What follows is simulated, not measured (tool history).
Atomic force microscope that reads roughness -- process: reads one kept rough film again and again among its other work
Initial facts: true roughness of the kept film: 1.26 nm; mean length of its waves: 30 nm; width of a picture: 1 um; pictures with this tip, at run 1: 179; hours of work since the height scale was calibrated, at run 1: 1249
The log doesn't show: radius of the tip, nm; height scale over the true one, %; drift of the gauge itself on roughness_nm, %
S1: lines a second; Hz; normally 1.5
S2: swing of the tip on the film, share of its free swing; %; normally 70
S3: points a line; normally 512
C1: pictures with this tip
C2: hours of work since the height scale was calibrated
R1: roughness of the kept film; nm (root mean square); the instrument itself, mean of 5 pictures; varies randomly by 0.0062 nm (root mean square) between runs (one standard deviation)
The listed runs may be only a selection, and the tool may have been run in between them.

run,hour,S1,S2,S3,C1,C2,R1
1,0,1.5,70,512,179,1249,1.095
# hour 16.6: height scale calibrated on a step standard
2,65.5,1.5,70,512,336,35,1.071
# hour 85.6: new tip fitted
3,133.3,1.5,56,512,116,82,1.157
4,202.1,1.5,56,512,284,131,1.119
# hour 244.1: new tip fitted
5,244.1,1.5,56,512,0,160,1.191
6,307.6,1.5,56,512,154,205,1.141
7,345.8,1.5,56,512,247,232,1.129
8,385.8,1.5,56,763,345,261,1.092
# hour 400.8: new tip fitted
9,450.1,1.5,56,763,120,306,1.164
10,490.8,0.73,56,763,219,335,1.144
11,539.4,0.73,56,763,337,369,1.107
# hour 557.1: new tip fitted
12,584.5,1.5,70,512,67,400,1.137
13,638,3.68,70,512,197,438,1.044
14,683.5,1.5,70,512,308,471,1.087
# hour 716.6: new tip fitted
15,718.3,1.5,57,512,5,495,1.185
16,763.7,1.5,70,512,115,527,1.134
17,836.1,1.5,70,512,291,578,1.082
# hour 872.8: new tip fitted
18,912,1.5,70,512,96,632,1.131
19,973.7,1.5,70,512,246,675,1.093
# hour 1031.9: new tip fitted
20,1031.9,1.5,70,512,0,716,1.165
21,1070.3,1.5,70,307,94,743,1.107
22,1147.5,1.5,70,307,282,798,1.07
23,1179.3,1.49,85,498,359,820,1.014
# hour 1188.4: new tip fitted
24,1231.4,0.81,60,435,105,857,1.147
25,1295.9,0.81,60,435,262,902,1.11
# hour 1346.2: new tip fitted
26,1346.2,3.84,87,1019,0,938,0.973
27,1411.3,3.75,56,351,159,984,1.098
28,1470.3,3.75,56,351,302,1026,1.053
# hour 1506.4: new tip fitted
29,1544.4,0.52,59,351,92,1078,1.147
30,1576.9,0.77,70,948,172,1101,1.118
31,1645,2.93,88,292,337,1149,0.914
# hour 1664.5: new tip fitted
32,1715.1,1.03,68,544,123,1198,1.122
33,1751.8,1.03,68,544,212,1224,1.092
# hour 1802.2: height scale calibrated on a step standard
34,1802.2,1.03,68,544,332,0,1.103
# hour 1825.8: new tip fitted
35,1863.2,0.91,66,488,91,43,1.171
36,1919.9,1.5,68,449,229,83,1.113
37,1969.7,3.8,72,440,350,118,1.005
# hour 1981.8: new tip fitted
38,2042.9,1.5,70,669,149,170,1.131
39,2077.9,1.5,70,669,234,194,1.107
# hour 2141.7: new tip fitted
40,2154.6,1.5,70,813,32,248,1.148
41,2221.8,0.76,70,991,195,296,1.144
42,2280.5,2.21,70,991,338,337,1.055
# hour 2300.2: new tip fitted
43,2348,1.5,70,604,116,385,1.125

Forecast each of these 4 alternatives for the next run:
A,2382.2,1.18,61,558,200,409,?
B,2382.2,1.94,76,604,200,409,?
C,2382.2,1.06,70,512,200,409,?
D,2382.2,0.62,85,414,200,409,?

run,R1
A,1.128
B,1.078
C,1.123
D,1.094
Take away the tool's hidden state, keep each run's random variation, and the runs would have read:
run,R1
A,1.198
B,1.145
C,1.193
D,1.162
